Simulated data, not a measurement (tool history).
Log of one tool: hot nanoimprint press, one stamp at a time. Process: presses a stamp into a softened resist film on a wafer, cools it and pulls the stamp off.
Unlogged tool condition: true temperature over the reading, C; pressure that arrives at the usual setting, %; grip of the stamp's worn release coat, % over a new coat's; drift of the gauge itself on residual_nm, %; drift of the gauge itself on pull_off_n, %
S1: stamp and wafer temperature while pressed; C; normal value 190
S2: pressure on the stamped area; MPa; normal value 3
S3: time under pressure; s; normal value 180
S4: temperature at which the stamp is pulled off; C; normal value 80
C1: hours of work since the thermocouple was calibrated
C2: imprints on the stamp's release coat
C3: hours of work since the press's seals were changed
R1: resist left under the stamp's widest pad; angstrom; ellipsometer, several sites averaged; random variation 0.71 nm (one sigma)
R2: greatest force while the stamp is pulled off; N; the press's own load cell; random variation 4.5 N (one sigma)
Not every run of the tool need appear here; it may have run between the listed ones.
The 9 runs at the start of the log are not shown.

run	day	S1	S2	S3	S4	C1	C2	C3	R1	R2
10	25.083	190	3.4	180	80	446	1700	1072	861	309
# day 27.575: stamp cleaned and given a new release coat
11	29.192	190	3.07	180	80	492	120	1118	913	233
# day 30.175: plate thermocouple calibrated
12	32.9	190	3.07	180	80	33	384	1161	852	234
13	35.779	190	3.07	180	87	67	597	1195	865	238
14	38.475	190	3.07	180	87	99	796	1227	857	232
# day 40.775: press's hydraulic seals changed and the load cell set to zero
15	42.783	190	3.07	180	87	147	1089	24	835	261
16	45.112	190	3.07	180	87	175	1261	52	835	264
17	48.517	191	3.03	359	70	215	1513	93	642	335
18	52.704	191	2.49	169	83	265	1822	143	955	313
# day 53.592: stamp cleaned and given a new release coat
19	57.196	191	2.49	169	83	316	266	193	970	235
20	60.083	194	2.49	136	83	351	479	228	938	241
21	63.721	186	3.69	162	74	394	748	271	945	276
22	66.579	190	3	248	80	428	958	306	794	277
23	69.579	190	3	248	70	464	1180	341	812	322
24	71.975	181	3	180	80	493	1357	370	1239	304
# day 72.767: plate thermocouple calibrated
25	76.288	181	3	180	80	42	1666	420	1142	324
# day 79.375: stamp cleaned and given a new release coat
26	80.533	178	2.93	180	80	90	86	468	1280	224
27	83.596	187	3	194	87	126	312	505	915	221
28	87.329	186	3	180	76	171	588	549	996	261
29	91.425	190	3.28	180	87	220	890	598	844	243
30	94.446	190	3.28	180	87	256	1113	634	833	264

3 ways to go on from here, each from the tool as it stands after run 30. What would each give?
A	97.567	190	3	180	84	294	1343	672	?	?
B	97.567	186	2.1	166	87	294	1343	672	?	?
C	97.567	199	3.28	180	87	294	1343	672	?	?

run	R1	R2
A	890	278
B	1226	284
C	613	273
The same runs, with their run-to-run variation unchanged, on a tool lacking any hidden condition would have given:
run	R1	R2
A	836	208
B	1168	212
C	574	204

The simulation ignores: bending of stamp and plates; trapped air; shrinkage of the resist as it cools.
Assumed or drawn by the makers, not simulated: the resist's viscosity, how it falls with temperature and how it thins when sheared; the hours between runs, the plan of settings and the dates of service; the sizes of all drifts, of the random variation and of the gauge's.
